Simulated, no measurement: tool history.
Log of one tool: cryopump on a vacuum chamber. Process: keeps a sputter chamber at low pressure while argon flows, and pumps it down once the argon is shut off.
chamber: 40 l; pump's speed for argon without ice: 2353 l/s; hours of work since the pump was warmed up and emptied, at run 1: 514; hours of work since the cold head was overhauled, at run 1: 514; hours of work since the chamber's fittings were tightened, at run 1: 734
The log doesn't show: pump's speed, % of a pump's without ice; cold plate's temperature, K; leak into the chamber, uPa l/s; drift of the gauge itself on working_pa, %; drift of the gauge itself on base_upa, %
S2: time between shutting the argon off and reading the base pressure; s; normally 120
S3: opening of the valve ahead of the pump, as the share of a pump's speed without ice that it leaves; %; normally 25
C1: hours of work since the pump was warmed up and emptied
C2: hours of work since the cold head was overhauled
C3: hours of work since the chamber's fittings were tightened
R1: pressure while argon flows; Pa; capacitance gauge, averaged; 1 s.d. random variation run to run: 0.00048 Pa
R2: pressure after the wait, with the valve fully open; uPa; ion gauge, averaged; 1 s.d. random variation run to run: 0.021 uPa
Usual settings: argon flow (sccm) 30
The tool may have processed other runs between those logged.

run 1 hour=0 | argon_flow_(sccm)=30 S2=120 S3=25 | C1=514 C2=514 C3=734 | R1=0.0895 R2=0.61
run 2 hour=16.8 | argon_flow_(sccm)=30 S2=120 S3=25 | C1=526 C2=526 C3=745 | R1=0.0892 R2=0.55
run 3 hour=28.3 | argon_flow_(sccm)=30 S2=120 S3=25 | C1=534 C2=534 C3=753 | R1=0.0904 R2=0.58
run 4 hour=41 | argon_flow_(sccm)=30 S2=120 S3=25 | C1=542 C2=542 C3=762 | R1=0.0901 R2=0.56
run 5 hour=67.6 | argon_flow_(sccm)=30 S2=120 S3=25 | C1=560 C2=560 C3=780 | R1=0.09 R2=0.57
run 6 hour=92.7 | argon_flow_(sccm)=30 S2=120 S3=25 | C1=577 C2=577 C3=797 | R1=0.0898 R2=0.6
run 7 hour=105.4 | argon_flow_(sccm)=30 S2=120 S3=32 | C1=586 C2=586 C3=805 | R1=0.0718 R2=0.6
run 8 hour=131.5 | argon_flow_(sccm)=30 S2=120 S3=32 | C1=604 C2=604 C3=823 | R1=0.071 R2=0.62
run 9 hour=159.2 | argon_flow_(sccm)=30 S2=76 S3=25 | C1=622 C2=622 C3=842 | R1=0.0906 R2=0.7
run 10 hour=185.9 | argon_flow_(sccm)=30 S2=76 S3=25 | C1=641 C2=641 C3=860 | R1=0.0905 R2=0.74
run 11 hour=203.9 | argon_flow_(sccm)=30 S2=76 S3=25 | C1=653 C2=653 C3=872 | R1=0.0907 R2=0.74
run 12 hour=223 | argon_flow_(sccm)=29 S2=120 S3=25 | C1=666 C2=666 C3=885 | R1=0.0882 R2=0.68
run 13 hour=246.8 | argon_flow_(sccm)=29 S2=120 S3=25 | C1=682 C2=682 C3=901 | R1=0.0886 R2=0.65
run 14 hour=272.6 | argon_flow_(sccm)=29 S2=120 S3=25 | C1=699 C2=699 C3=919 | R1=0.0888 R2=0.69
run 15 hour=294.7 | argon_flow_(sccm)=29 S2=120 S3=25 | C1=714 C2=714 C3=934 | R1=0.0882 R2=0.69
run 16 hour=314.4 | argon_flow_(sccm)=29 S2=120 S3=25 | C1=728 C2=728 C3=947 | R1=0.088 R2=0.65
run 17 hour=328.4 | argon_flow_(sccm)=30 S2=120 S3=25 | C1=737 C2=737 C3=957 | R1=0.0907 R2=0.68
run 18 hour=344.3 | argon_flow_(sccm)=30 S2=120 S3=25 | C1=748 C2=748 C3=967 | R1=0.0916 R2=0.71
run 19 hour=356 | argon_flow_(sccm)=30 S2=120 S3=35 | C1=756 C2=756 C3=975 | R1=0.0668 R2=0.68
run 20 hour=374.6 | argon_flow_(sccm)=30 S2=294 S3=25 | C1=769 C2=769 C3=988 | R1=0.0924 R2=0.6
run 21 hour=398.9 | argon_flow_(sccm)=30 S2=69 S3=25 | C1=785 C2=785 C3=1004 | R1=0.0927 R2=0.82
run 22 hour=419.7 | argon_flow_(sccm)=30 S2=69 S3=25 | C1=799 C2=799 C3=1019 | R1=0.0914 R2=0.84
run 23 hour=440.6 | argon_flow_(sccm)=30 S2=28 S3=44 | C1=813 C2=813 C3=1033 | R1=0.0554 R2=1.3
run 24 hour=455.7 | argon_flow_(sccm)=50 S2=213 S3=32 | C1=824 C2=824 C3=1043 | R1=0.1219 R2=0.62
run 25 hour=469.3 | argon_flow_(sccm)=30 S2=240 S3=44 | C1=833 C2=833 C3=1052 | R1=0.0552 R2=0.61
run 26 hour=491.4 | argon_flow_(sccm)=18 S2=98 S3=36 | C1=848 C2=848 C3=1067 | R1=0.0395 R2=0.76
run 27 hour=509.5 | argon_flow_(sccm)=12 S2=163 S3=36 | C1=860 C2=860 C3=1079 | R1=0.0263 R2=0.72
run 28 hour=535.5 | argon_flow_(sccm)=15 S2=93 S3=20 | C1=878 C2=878 C3=1097 | R1=0.0569 R2=0.82
run 29 hour=550.5 | argon_flow_(sccm)=16 S2=26 S3=18 | C1=888 C2=888 C3=1107 | R1=0.0668 R2=1.38
run 30 hour=563.7 | argon_flow_(sccm)=38 S2=51 S3=28 | C1=897 C2=897 C3=1116 | R1=0.1058 R2=1.05
run 31 hour=578.7 | argon_flow_(sccm)=38 S2=51 S3=28 | C1=907 C2=907 C3=1126 | R1=0.1058 R2=1.02
run 32 hour=598.6 | argon_flow_(sccm)=39 S2=51 S3=28 | C1=921 C2=921 C3=1140 | R1=0.1095 R2=1.01
run 33 hour=618.7 | argon_flow_(sccm)=33 S2=63 S3=57 | C1=934 C2=934 C3=1154 | R1=0.0494 R2=0.95
run 34 hour=636 | argon_flow_(sccm)=33 S2=23 S3=57 | C1=946 C2=946 C3=1165 | R1=0.0501 R2=1.5

A few steps of R1 between consecutive runs. Split each: what settings, incoming material and random variation would produce without the hidden state, and what is left over for the hidden state, along with gauge scatter present in only one of the two compared results (measured, and without hidden state):
Run 23 -> 24: argon flow (sccm) 30 -> 50, S2 28 -> 213, S3 44 -> 32. R1 +0.0665 Pa: hidden state +0.0042, all else +0.0623.
Run 24 -> 25: argon flow (sccm) 50 -> 30, S2 213 -> 240, S3 32 -> 44. R1 -0.0667 Pa: hidden state -0.004, all else -0.0627.
Run 29 -> 30: argon flow (sccm) 16 -> 38, S2 26 -> 51, S3 18 -> 28. R1 +0.039 Pa: hidden state +0.0051, all else +0.0339.
Run 32 -> 33: argon flow (sccm) 39 -> 33, S2 51 -> 63, S3 28 -> 57. R1 -0.0601 Pa: hidden state -0.0012, all else -0.0589.
